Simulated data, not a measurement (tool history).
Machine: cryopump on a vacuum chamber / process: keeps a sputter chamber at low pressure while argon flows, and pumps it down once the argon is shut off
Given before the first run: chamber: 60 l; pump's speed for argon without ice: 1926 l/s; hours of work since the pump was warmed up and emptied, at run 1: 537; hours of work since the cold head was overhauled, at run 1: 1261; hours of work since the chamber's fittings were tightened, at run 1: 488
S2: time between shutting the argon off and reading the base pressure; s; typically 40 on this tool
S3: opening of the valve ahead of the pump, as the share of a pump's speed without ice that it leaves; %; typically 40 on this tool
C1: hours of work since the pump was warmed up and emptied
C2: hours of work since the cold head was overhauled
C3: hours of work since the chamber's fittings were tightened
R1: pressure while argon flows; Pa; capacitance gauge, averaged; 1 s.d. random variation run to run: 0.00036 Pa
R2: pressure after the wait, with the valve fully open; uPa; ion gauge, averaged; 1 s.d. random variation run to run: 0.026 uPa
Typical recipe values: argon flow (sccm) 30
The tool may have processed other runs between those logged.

Run 1, hour 0: usual settings; C1 537; C2 1261; C3 488. Result: R1 0.0697 Pa, R2 1.94 uPa.
Run 2, hour 30.5: usual settings but S2 163 s; C1 555; C2 1279; C3 506. Result: R1 0.0701 Pa, R2 1.25 uPa.
Run 3, hour 67.5: usual settings but S2 163 s; C1 576; C2 1301; C3 527. Result: R1 0.0696 Pa, R2 1.27 uPa.
Run 4, hour 102.3: usual settings but S2 163 s; C1 596; C2 1321; C3 547. Result: R1 0.0707 Pa, R2 1.3 uPa.
Run 5, hour 139.9: usual settings but S2 163 s, S3 25 %; C1 618; C2 1343; C3 569. Result: R1 0.1102 Pa, R2 1.35 uPa.
Run 6, hour 168.1: usual settings but S3 34 %; C1 635; C2 1359; C3 586. Result: R1 0.0819 Pa, R2 2.09 uPa.
Run 7, hour 207.9: usual settings but S3 34 %; C1 658; C2 1382; C3 609. Result: R1 0.0822 Pa, R2 2.16 uPa.
At hour 265.3: pump warmed up, emptied and cooled again.
Run 8, hour 265.3: usual settings but S2 43 s; C1 0; C2 1413; C3 639. Result: R1 0.0658 Pa, R2 1.97 uPa.
Run 9, hour 306.3: usual settings but S2 43 s; C1 24; C2 1437; C3 663. Result: R1 0.0664 Pa, R2 1.98 uPa.
Run 10, hour 342: usual settings; C1 45; C2 1457; C3 684. Result: R1 0.0664 Pa, R2 2.12 uPa.
Run 11, hour 369: usual settings; C1 60; C2 1473; C3 700. Result: R1 0.067 Pa, R2 2.07 uPa.
Run 12, hour 420.2: usual settings; C1 90; C2 1503; C3 729. Result: R1 0.0666 Pa, R2 2.17 uPa.
Run 13, hour 470.1: usual settings but S2 183 s; C1 119; C2 1532; C3 758. Result: R1 0.0666 Pa, R2 1.45 uPa.
Run 14, hour 518.4: usual settings but argon flow (sccm) 58, S2 20 s, S3 49 %; C1 147; C2 1560; C3 787. Result: R1 0.106 Pa, R2 3.22 uPa.
Run 15, hour 559.7: usual settings but S3 37 %; C1 171; C2 1584; C3 811. Result: R1 0.0732 Pa, R2 2.26 uPa.
Run 16, hour 605.3: usual settings but argon flow (sccm) 28, S2 182 s, S3 34 %; C1 198; C2 1611; C3 837. Result: R1 0.0741 Pa, R2 1.62 uPa.
Run 17, hour 641.2: usual settings but argon flow (sccm) 29, S2 51 s, S3 44 %; C1 219; C2 1631; C3 858. Result: R1 0.0596 Pa, R2 2.22 uPa.
Run 18, hour 663.8: usual settings but argon flow (sccm) 29, S2 51 s, S3 44 %; C1 232; C2 1645; C3 871. Result: R1 0.0593 Pa, R2 2.2 uPa.
Run 19, hour 696: usual settings but argon flow (sccm) 21, S2 51 s, S3 18 %; C1 250; C2 1663; C3 890. Result: R1 0.1032 Pa, R2 2.27 uPa.

Predict each of these 5 candidate next runs independently; none follows another, all start after run 19:
Run A, hour 738.9: usual settings but argon flow (sccm) 20, S3 22 %; C1 275; C2 1688; C3 915. Result: R1 ?, R2 ?.
Run B, hour 738.9: usual settings but S3 18 %; C1 275; C2 1688; C3 915. Result: R1 ?, R2 ?.
Run C, hour 738.9: usual settings but argon flow (sccm) 37, S2 49 s, S3 50 %; C1 275; C2 1688; C3 915. Result: R1 ?, R2 ?.
Run D, hour 738.9: usual settings but argon flow (sccm) 29, S3 17 %; C1 275; C2 1688; C3 915. Result: R1 ?, R2 ?.
Run E, hour 738.9: usual settings but argon flow (sccm) 36, S2 51 s, S3 18 %; C1 275; C2 1688; C3 915. Result: R1 ?, R2 ?.

run      R1    R2
  A  0.0811  2.47
  B  0.1479  2.55
  C  0.0679  2.35
  D  0.1522  2.41
  E  0.1774  2.21
Had the tool no hidden state, the same runs would have come out as:
run      R1    R2
  A  0.0796  1.08
  B  0.1457  1.12
  C  0.0651  0.94
  D  0.1501  1.06
  E  0.1748  0.85
